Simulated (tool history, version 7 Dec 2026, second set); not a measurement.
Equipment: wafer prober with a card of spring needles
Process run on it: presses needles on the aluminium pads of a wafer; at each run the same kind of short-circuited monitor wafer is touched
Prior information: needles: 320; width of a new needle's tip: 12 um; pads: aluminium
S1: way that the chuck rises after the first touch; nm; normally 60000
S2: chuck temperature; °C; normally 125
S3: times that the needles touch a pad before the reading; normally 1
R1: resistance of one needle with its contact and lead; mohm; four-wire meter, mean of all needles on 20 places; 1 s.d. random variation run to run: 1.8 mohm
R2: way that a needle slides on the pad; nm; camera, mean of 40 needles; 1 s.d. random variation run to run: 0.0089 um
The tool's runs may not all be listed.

Run 1, hour 0: usual settings. Result: R1 196 mohm, R2 9460 nm.
At hour 29.9: tips cleaned on abrasive film.
Run 2, hour 40.2: usual settings but S3 2. Result: R1 195 mohm, R2 9436 nm.
At hour 60.1: tips cleaned on abrasive film.
At hour 89.5: tips cleaned on abrasive film.
Run 3, hour 97.4: usual settings. Result: R1 198 mohm, R2 9454 nm.
At hour 121.2: tips cleaned on abrasive film.
Run 4, hour 143.6: usual settings. Result: R1 214 mohm, R2 9428 nm.
At hour 151.3: tips cleaned on abrasive film.
Run 5, hour 170.6: usual settings. Result: R1 209 mohm, R2 9408 nm.
At hour 181.4: tips cleaned on abrasive film.
At hour 211.6: tips cleaned on abrasive film.
Run 6, hour 223.3: usual settings. Result: R1 203 mohm, R2 9387 nm.
At hour 241.3: tips cleaned on abrasive film.
At hour 270.5: tips cleaned on abrasive film.
Run 7, hour 275.7: usual settings. Result: R1 201 mohm, R2 9368 nm.
At hour 301.9: tips cleaned on abrasive film.
At hour 330.3: tips cleaned on abrasive film.
Run 8, hour 331.4: usual settings. Result: R1 191 mohm, R2 9360 nm.
At hour 360.6: tips cleaned on abrasive film.
Run 9, hour 368.7: usual settings but S2 69 °C. Result: R1 195 mohm, R2 9341 nm.
At hour 388.7: tips cleaned on abrasive film.
At hour 418.3: tips cleaned on abrasive film.
Run 10, hour 423.1: usual settings but S3 2. Result: R1 189 mohm, R2 9353 nm.
At hour 447.1: tips cleaned on abrasive film.
Run 11, hour 469.7: usual settings but S3 2. Result: R1 203 mohm, R2 9289 nm.
At hour 476.5: tips cleaned on abrasive film.
At hour 505.3: tips cleaned on abrasive film.
Run 12, hour 509.5: usual settings but S2 114 °C. Result: R1 193 mohm, R2 9304 nm.
At hour 535.5: tips cleaned on abrasive film.
Run 13, hour 560.4: usual settings but S2 114 °C. Result: R1 219 mohm, R2 9281 nm.
At hour 564.5: tips cleaned on abrasive film.
At hour 572.6: height of the first contact set anew.
Run 14, hour 588.9: usual settings but S3 2. Result: R1 208 mohm, R2 9470 nm.
At hour 594.5: tips cleaned on abrasive film.
Run 15, hour 613.5: usual settings but S3 2. Result: R1 198 mohm, R2 9456 nm.
At hour 625.6: tips cleaned on abrasive film.
At hour 656.6: tips cleaned on abrasive film.
Run 16, hour 660.1: usual settings but S1 78000 nm, S2 48 °C, S3 2. Result: R1 172 mohm, R2 12283 nm.
At hour 688.4: tips cleaned on abrasive film.
Run 17, hour 692.9: usual settings but S2 96 °C, S3 2. Result: R1 184 mohm, R2 9442 nm.
At hour 717.1: tips cleaned on abrasive film.
Run 18, hour 743.2: usual settings but S2 96 °C, S3 2. Result: R1 198 mohm, R2 9439 nm.
At hour 746.3: tips cleaned on abrasive film.
At hour 777.5: tips cleaned on abrasive film.
Run 19, hour 787.9: usual settings but S2 96 °C, S3 2. Result: R1 190 mohm, R2 9395 nm.
At hour 809.3: tips cleaned on abrasive film.
At hour 839.8: tips cleaned on abrasive film.
Run 20, hour 840.9: usual settings but S2 96 °C, S3 2. Result: R1 184 mohm, R2 9390 nm.
At hour 867.8: tips cleaned on abrasive film.
At hour 896.4: tips cleaned on abrasive film.
Run 21, hour 899: usual settings but S1 46000 nm, S2 33 °C. Result: R1 181 mohm, R2 7155 nm.
At hour 926.7: tips cleaned on abrasive film.
Run 22, hour 931.5: usual settings but S1 71000 nm. Result: R1 192 mohm, R2 11095 nm.
At hour 957.1: tips cleaned on abrasive film.
Run 23, hour 976.7: usual settings but S1 71000 nm. Result: R1 209 mohm, R2 11060 nm.
At hour 986.9: tips cleaned on abrasive film.
Run 24, hour 1008.8: usual settings but S2 73 °C, S3 2. Result: R1 193 mohm, R2 9346 nm.
At hour 1015.2: tips cleaned on abrasive film.
At hour 1046.2: tips cleaned on abrasive film.
Run 25, hour 1062.6: usual settings but S1 78000 nm, S3 3. Result: R1 185 mohm, R2 12175 nm.
At hour 1076: tips cleaned on abrasive film.
Run 26, hour 1096.3: usual settings but S3 3. Result: R1 195 mohm, R2 9331 nm.
At hour 1105.4: tips cleaned on abrasive film.
At hour 1136.8: tips cleaned on abrasive film.
Run 27, hour 1140: usual settings but S1 43000 nm, S2 78 °C, S3 2. Result: R1 189 mohm, R2 6617 nm.
At hour 1165.7: tips cleaned on abrasive film.
Run 28, hour 1174.3: usual settings but S1 69000 nm, S2 78 °C, S3 2. Result: R1 184 mohm, R2 10717 nm.
At hour 1195.3: tips cleaned on abrasive film.
At hour 1205: height of the first contact set anew.
Run 29, hour 1206.1: usual settings but S1 73000 nm, S2 53 °C, S3 3. Result: R1 177 mohm, R2 11532 nm.
At hour 1225.1: tips cleaned on abrasive film.
Run 30, hour 1238: usual settings but S1 73000 nm, S2 53 °C, S3 3. Result: R1 178 mohm, R2 11515 nm.

Below are 5 alternative next runs, each starting from the tool's condition after run 30. Predict each:
At hour 1253.8: tips cleaned on abrasive film.
At hour 1283.9: tips cleaned on abrasive film.
Run A, hour 1297: usual settings but S1 46000 nm, S2 122 °C. Result: R1 ?, R2 ?.
At hour 1253.8: tips cleaned on abrasive film.
At hour 1283.9: tips cleaned on abrasive film.
Run B, hour 1297: usual settings but S1 73000 nm, S2 53 °C. Result: R1 ?, R2 ?.
At hour 1253.8: tips cleaned on abrasive film.
At hour 1283.9: tips cleaned on abrasive film.
Run C, hour 1297: usual settings but S2 49 °C. Result: R1 ?, R2 ?.
At hour 1253.8: tips cleaned on abrasive film.
At hour 1283.9: tips cleaned on abrasive film.
Run D, hour 1297: usual settings but S1 49000 nm, S2 27 °C, S3 2. Result: R1 ?, R2 ?.
At hour 1253.8: tips cleaned on abrasive film.
At hour 1283.9: tips cleaned on abrasive film.
Run E, hour 1297: usual settings but S1 53000 nm, S2 92 °C. Result: R1 ?, R2 ?.

run   R1     R2
  A  223   7236
  B  188  11502
  C  194   9460
  D  189   7706
  E  209   8358
What these runs would have given with no unlogged condition in the tool:
run   R1     R2
  A  186   7262
  B  169  11527
  C  168   9485
  D  166   7732
  E  179   8383
